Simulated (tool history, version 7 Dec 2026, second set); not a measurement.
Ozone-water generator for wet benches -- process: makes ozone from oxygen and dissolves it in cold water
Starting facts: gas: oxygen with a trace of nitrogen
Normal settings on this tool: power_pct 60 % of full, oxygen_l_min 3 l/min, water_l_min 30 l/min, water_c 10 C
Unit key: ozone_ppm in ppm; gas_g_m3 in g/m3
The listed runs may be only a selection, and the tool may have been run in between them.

Run 1, hour 0: usual settings. Result: ozone_ppm 7.08 ppm, gas_g_m3 137.2 g/m3.
Run 2, hour 42.8: usual settings. Result: ozone_ppm 7.2 ppm, gas_g_m3 138.3 g/m3.
Run 3, hour 94.5: usual settings but water_l_min 37 l/min. Result: ozone_ppm 5.6 ppm, gas_g_m3 138.3 g/m3.
Run 4, hour 143.7: usual settings but water_l_min 37 l/min. Result: ozone_ppm 5.82 ppm, gas_g_m3 137.8 g/m3.
Run 5, hour 185.1: usual settings but water_l_min 37 l/min. Result: ozone_ppm 5.61 ppm, gas_g_m3 137 g/m3.
Run 6, hour 226.9: usual settings but power_pct 53 % of full, water_l_min 37 l/min. Result: ozone_ppm 5.18 ppm, gas_g_m3 128.9 g/m3.
Run 7, hour 262.4: usual settings but power_pct 53 % of full, water_l_min 37 l/min. Result: ozone_ppm 5.2 ppm, gas_g_m3 130.2 g/m3.
Run 8, hour 303.9: usual settings. Result: ozone_ppm 7.04 ppm, gas_g_m3 135.9 g/m3.
Run 9, hour 353.4: usual settings. Result: ozone_ppm 7.12 ppm, gas_g_m3 137.4 g/m3.
Run 10, hour 393.4: usual settings but water_l_min 44 l/min. Result: ozone_ppm 4.61 ppm, gas_g_m3 137.5 g/m3.
Run 11, hour 448: usual settings but oxygen_l_min 2.01 l/min. Result: ozone_ppm 6.33 ppm, gas_g_m3 172.5 g/m3.
Run 12, hour 497.9: usual settings. Result: ozone_ppm 6.98 ppm, gas_g_m3 136.5 g/m3.
Run 13, hour 554.1: usual settings. Result: ozone_ppm 6.91 ppm, gas_g_m3 136.3 g/m3.
Run 14, hour 577.8: usual settings but power_pct 99 % of full, oxygen_l_min 4.58 l/min, water_l_min 38 l/min, water_c 11 C. Result: ozone_ppm 7.75 ppm, gas_g_m3 136 g/m3.
Run 15, hour 631: usual settings but oxygen_l_min 1.79 l/min, water_l_min 32 l/min, water_c 17 C. Result: ozone_ppm 5.53 ppm, gas_g_m3 186.4 g/m3.
Run 16, hour 660.2: usual settings but oxygen_l_min 1.79 l/min, water_l_min 32 l/min, water_c 17 C. Result: ozone_ppm 5.67 ppm, gas_g_m3 185.3 g/m3.
Run 17, hour 701.7: usual settings but power_pct 80 % of full, oxygen_l_min 3.04 l/min, water_l_min 28 l/min, water_c 7 C. Result: ozone_ppm 8.8 ppm, gas_g_m3 156.3 g/m3.
Run 18, hour 752.9: usual settings but power_pct 80 % of full, oxygen_l_min 3.04 l/min, water_l_min 28 l/min, water_c 7 C. Result: ozone_ppm 9.09 ppm, gas_g_m3 157.8 g/m3.
Run 19, hour 804.2: usual settings but power_pct 80 % of full, oxygen_l_min 3.04 l/min, water_l_min 28 l/min, water_c 7 C. Result: ozone_ppm 8.86 ppm, gas_g_m3 155.5 g/m3.
Run 20, hour 844.9: usual settings but oxygen_l_min 2.45 l/min, water_l_min 22 l/min, water_c 14 C. Result: ozone_ppm 8.97 ppm, gas_g_m3 154.1 g/m3.
Run 21, hour 894.1: usual settings but oxygen_l_min 2.95 l/min, water_c 12 C. Result: ozone_ppm 6.76 ppm, gas_g_m3 137.4 g/m3.
Run 22, hour 920: usual settings but oxygen_l_min 2.95 l/min, water_c 12 C. Result: ozone_ppm 6.91 ppm, gas_g_m3 136.3 g/m3.
Run 23, hour 951: usual settings but power_pct 98 % of full, water_c 6 C. Result: ozone_ppm 9.05 ppm, gas_g_m3 173.8 g/m3.
Run 24, hour 977: usual settings but power_pct 42 % of full, water_c 17 C. Result: ozone_ppm 5.52 ppm, gas_g_m3 114.1 g/m3.
Run 25, hour 1025.5: usual settings but power_pct 92 % of full, oxygen_l_min 2.92 l/min, water_l_min 46 l/min, water_c 7 C. Result: ozone_ppm 5.56 ppm, gas_g_m3 171.9 g/m3.

Some steps in ozone_ppm, run to run, broken into two amounts with sign: the step expected even without the hidden condition (settings, incoming material, random variation), and the rest, left for the hidden condition together with whatever gauge scatter is not in both the measured and the hidden-condition-free result:
The hidden state here: yield of the discharge, % of new electrodes'; contactor's efficiency, % of a clean one's; true water temperature over the reading, C; drift of the gauge itself on ozone_ppm, %; drift of the gauge itself on gas_g_m3, %.
Run 16 -> 17: power_pct 60 -> 80, oxygen_l_min 1.79 -> 3.04, water_l_min 32 -> 28, water_c 17 -> 7. ozone_ppm +3.13 ppm: hidden state -0.22, all else +3.35.
Run 22 -> 23: power_pct 60 -> 98, oxygen_l_min 2.95 -> 3, water_c 12 -> 6. ozone_ppm +2.14 ppm: hidden state -0.24, all else +2.38.
Run 23 -> 24: power_pct 98 -> 42, water_c 6 -> 17. ozone_ppm -3.53 ppm: hidden state +0.37, all else -3.9.
